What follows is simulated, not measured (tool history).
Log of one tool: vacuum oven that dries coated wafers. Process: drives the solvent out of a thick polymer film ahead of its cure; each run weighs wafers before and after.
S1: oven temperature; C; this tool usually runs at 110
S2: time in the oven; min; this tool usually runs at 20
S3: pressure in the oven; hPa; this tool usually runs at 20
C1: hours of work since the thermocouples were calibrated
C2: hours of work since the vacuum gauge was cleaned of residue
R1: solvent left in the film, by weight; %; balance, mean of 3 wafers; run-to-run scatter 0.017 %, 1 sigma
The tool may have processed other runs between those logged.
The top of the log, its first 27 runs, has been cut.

run,day,S1,S2,S3,C1,C2,R1
28,36.358,97,12,22,374,19,5.59
29,37.304,97,12,22,384,29,5.64
30,38.321,97,12,22,396,41,5.6
31,39.575,115,12,19.9,410,55,2.03
32,41.092,115,12,19.9,428,73,2.04
33,42.05,123,20,36.9,439,84,1.47
34,43.467,123,20,36.9,455,100,1.44
35,44.275,110,25,72.3,464,109,4.42
36,45.254,98,25,17.3,476,121,2.8
37,46.092,120,12,55,485,130,2.82
38,47.692,118,12,20,503,148,1.65
39,49.046,123,12,11.4,519,164,0.83
40,50.171,123,12,11.4,532,177,0.85
41,51,113,16,20,541,186,1.68
42,51.779,114,16,36,550,195,2.35
43,53.417,111,20,42.9,569,214,2.79
44,54.829,111,20,42.9,585,230,2.81
45,56.488,110,12,55.3,604,249,4.59
46,58.317,110,28,15.1,625,270,1.05
47,59.275,124,11,18,636,281,1.09

Each row is a separate what-if for the run after 47, all from the same tool condition, not one after another. Results?
# day 59.946: oven's thermocouples calibrated
A,60.45,124,16,40.4,6,294,?
# day 59.946: oven's thermocouples calibrated
B,60.45,95,20,20,6,294,?
# day 59.946: oven's thermocouples calibrated
C,60.45,109,25,29.8,6,294,?

run,R1
A,1.62
B,4.34
C,2.14
Without the tool's unlogged condition, the same runs would have read:
run,R1
A,1.64
B,4.4
C,2.17
